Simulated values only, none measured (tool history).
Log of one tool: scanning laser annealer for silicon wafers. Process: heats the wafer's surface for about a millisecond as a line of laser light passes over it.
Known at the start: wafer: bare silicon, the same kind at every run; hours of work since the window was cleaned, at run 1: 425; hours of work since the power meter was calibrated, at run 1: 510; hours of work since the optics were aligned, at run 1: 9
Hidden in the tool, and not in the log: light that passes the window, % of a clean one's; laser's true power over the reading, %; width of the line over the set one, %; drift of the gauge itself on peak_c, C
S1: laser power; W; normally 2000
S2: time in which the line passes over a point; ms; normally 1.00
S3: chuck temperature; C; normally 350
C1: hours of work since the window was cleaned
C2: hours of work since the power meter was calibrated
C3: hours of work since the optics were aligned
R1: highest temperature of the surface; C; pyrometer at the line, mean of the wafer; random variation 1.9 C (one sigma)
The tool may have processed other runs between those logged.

run,hour,S1,S2,S3,C1,C2,C3,R1
1,0.0,2000,1.00,350,425,510,9,1110
2,23.2,2000,0.77,350,437,522,21,1022
3,45.9,2000,0.77,350,448,533,33,1023
4,68.2,2000,0.77,350,460,545,44,1021
5,81.0,2000,1.00,350,466,551,51,1105
# hour 84.1: window over the wafer cleaned
6,99.2,2000,1.00,350,8,559,59,1094
7,121.1,2000,1.00,378,19,571,71,1119
8,143.1,2000,1.10,358,30,582,82,1131
9,166.2,2000,0.73,320,42,594,94,962
10,186.6,1748,0.73,390,53,604,104,931
11,199.0,2000,1.14,338,59,611,110,1120
# hour 217.0: window over the wafer cleaned, once more
12,223.9,2000,1.14,338,4,622,122,1171
13,237.5,1933,1.13,350,11,629,129,1144

Forecast each of these 4 alternatives for the next run:
A,255.9,2117,1.00,378,20,639,139,?
B,255.9,1899,1.00,350,20,639,139,?
C,255.9,2021,1.07,383,20,639,139,?
D,255.9,1948,0.71,349,20,639,139,?

run,R1
A,1218
B,1083
C,1200
D,996
Without the tool's unlogged condition, the same runs would have read:
run,R1
A,1232
B,1096
C,1213
D,1006

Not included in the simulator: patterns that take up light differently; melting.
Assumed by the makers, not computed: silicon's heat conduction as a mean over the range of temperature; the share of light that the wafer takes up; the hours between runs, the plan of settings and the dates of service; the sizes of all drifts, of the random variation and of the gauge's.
